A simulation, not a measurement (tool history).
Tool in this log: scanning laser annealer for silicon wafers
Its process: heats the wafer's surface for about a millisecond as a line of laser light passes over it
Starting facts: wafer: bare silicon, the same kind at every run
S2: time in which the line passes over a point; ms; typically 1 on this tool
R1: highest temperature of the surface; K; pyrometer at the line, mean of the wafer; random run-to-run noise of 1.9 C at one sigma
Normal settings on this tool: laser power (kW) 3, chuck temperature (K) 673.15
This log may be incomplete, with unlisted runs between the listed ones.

Run 1, hour 0: usual settings. Result: R1 1411.15 K.
At hour 18: optics aligned, line set to its width.
Run 2, hour 21.8: usual settings but laser power (kW) 3.048. Result: R1 1430.15 K.
Run 3, hour 44.7: usual settings but laser power (kW) 2.895. Result: R1 1385.15 K.
Run 4, hour 70.4: usual settings but laser power (kW) 2.895. Result: R1 1385.15 K.
Run 5, hour 92: usual settings but laser power (kW) 2.895. Result: R1 1381.15 K.
Run 6, hour 118.5: usual settings but laser power (kW) 2.895, S2 1.04 ms. Result: R1 1396.15 K.
Run 7, hour 141.9: usual settings but laser power (kW) 2.895, S2 1.04 ms. Result: R1 1392.15 K.
Run 8, hour 158.6: usual settings. Result: R1 1409.15 K.
Run 9, hour 173.7: usual settings. Result: R1 1411.15 K.
Run 10, hour 190.6: usual settings. Result: R1 1410.15 K.
Run 11, hour 216.2: usual settings. Result: R1 1408.15 K.
At hour 219.7: window over the wafer cleaned.
Run 12, hour 235.8: usual settings. Result: R1 1392.15 K.
Run 13, hour 258.9: usual settings. Result: R1 1387.15 K.
Run 14, hour 271.9: usual settings but S2 0.98 ms. Result: R1 1380.15 K.
Run 15, hour 297: usual settings but chuck temperature (K) 667.15. Result: R1 1378.15 K.
Run 16, hour 318.8: usual settings but chuck temperature (K) 667.15. Result: R1 1380.15 K.
Run 17, hour 344: usual settings but chuck temperature (K) 667.15. Result: R1 1380.15 K.
At hour 366.3: window over the wafer cleaned, once more.
Run 18, hour 371.9: usual settings but laser power (kW) 2.561. Result: R1 1314.15 K.
Run 19, hour 390.3: usual settings but laser power (kW) 2.633. Result: R1 1334.15 K.
Run 20, hour 402.2: usual settings but laser power (kW) 2.633. Result: R1 1332.15 K.
Run 21, hour 425.6: usual settings but chuck temperature (K) 639.15. Result: R1 1408.15 K.
Run 22, hour 441.2: usual settings but laser power (kW) 3.124, S2 1.07 ms. Result: R1 1505.15 K.
Run 23, hour 459.8: usual settings but laser power (kW) 3.124, S2 1.07 ms. Result: R1 1505.15 K.
Run 24, hour 484.5: usual settings but laser power (kW) 2.604, S2 0.71 ms, chuck temperature (K) 659.15. Result: R1 1203.15 K.
Run 25, hour 506.5: usual settings but laser power (kW) 2.921, S2 0.82 ms, chuck temperature (K) 708.15. Result: R1 1374.15 K.
Run 26, hour 531.4: usual settings but S2 1.18 ms. Result: R1 1503.15 K.
Run 27, hour 556.8: usual settings but chuck temperature (K) 705.15. Result: R1 1466.15 K.
Run 28, hour 577.9: usual settings but laser power (kW) 2.581, S2 0.76 ms, chuck temperature (K) 658.15. Result: R1 1209.15 K.
Run 29, hour 596.3: usual settings but S2 1.03 ms, chuck temperature (K) 667.15. Result: R1 1438.15 K.
Run 30, hour 620.6: usual settings but laser power (kW) 2.664, S2 0.92 ms. Result: R1 1302.15 K.
Run 31, hour 637.9: usual settings but laser power (kW) 2.848, S2 1.01 ms. Result: R1 1388.15 K.
Run 32, hour 650.8: usual settings but laser power (kW) 2.745, S2 0.72 ms, chuck temperature (K) 643.15. Result: R1 1217.15 K.
Run 33, hour 665.1: usual settings but laser power (kW) 2.745, S2 0.72 ms, chuck temperature (K) 643.15. Result: R1 1217.15 K.
Run 34, hour 684.7: usual settings but laser power (kW) 3.069. Result: R1 1446.15 K.
Run 35, hour 713: usual settings but laser power (kW) 3.08, S2 0.81 ms. Result: R1 1370.15 K.
Run 36, hour 736.7: usual settings but laser power (kW) 3.022, chuck temperature (K) 689.15. Result: R1 1448.15 K.
Run 37, hour 755.2: usual settings but laser power (kW) 3.254, S2 1.04 ms. Result: R1 1513.15 K.
Run 38, hour 773.6: usual settings but laser power (kW) 3.254, S2 1.04 ms. Result: R1 1518.15 K.
Run 39, hour 788.4: usual settings but laser power (kW) 3.254, S2 1.04 ms. Result: R1 1514.15 K.
Run 40, hour 801.1: usual settings but laser power (kW) 3.002, S2 1.14 ms, chuck temperature (K) 712.15. Result: R1 1514.15 K.

Forecast each of these 4 alternatives for the next run:
Run A, hour 822.9: usual settings but laser power (kW) 3.002, S2 1.14 ms, chuck temperature (K) 663.15. Result: R1 ?.
Run B, hour 822.9: usual settings but laser power (kW) 3.201, chuck temperature (K) 712.15. Result: R1 ?.
Run C, hour 822.9: usual settings but laser power (kW) 3.041, S2 1.03 ms, chuck temperature (K) 712.15. Result: R1 ?.
Run D, hour 822.9: usual settings but laser power (kW) 3.002, S2 0.9 ms, chuck temperature (K) 712.15. Result: R1 ?.

run       R1
  A  1460.15
  B  1518.15
  C  1480.15
  D  1422.15
Without the tool's unlogged condition, the same runs would have read:
run       R1
  A  1488.15
  B  1547.15
  C  1507.15
  D  1447.15

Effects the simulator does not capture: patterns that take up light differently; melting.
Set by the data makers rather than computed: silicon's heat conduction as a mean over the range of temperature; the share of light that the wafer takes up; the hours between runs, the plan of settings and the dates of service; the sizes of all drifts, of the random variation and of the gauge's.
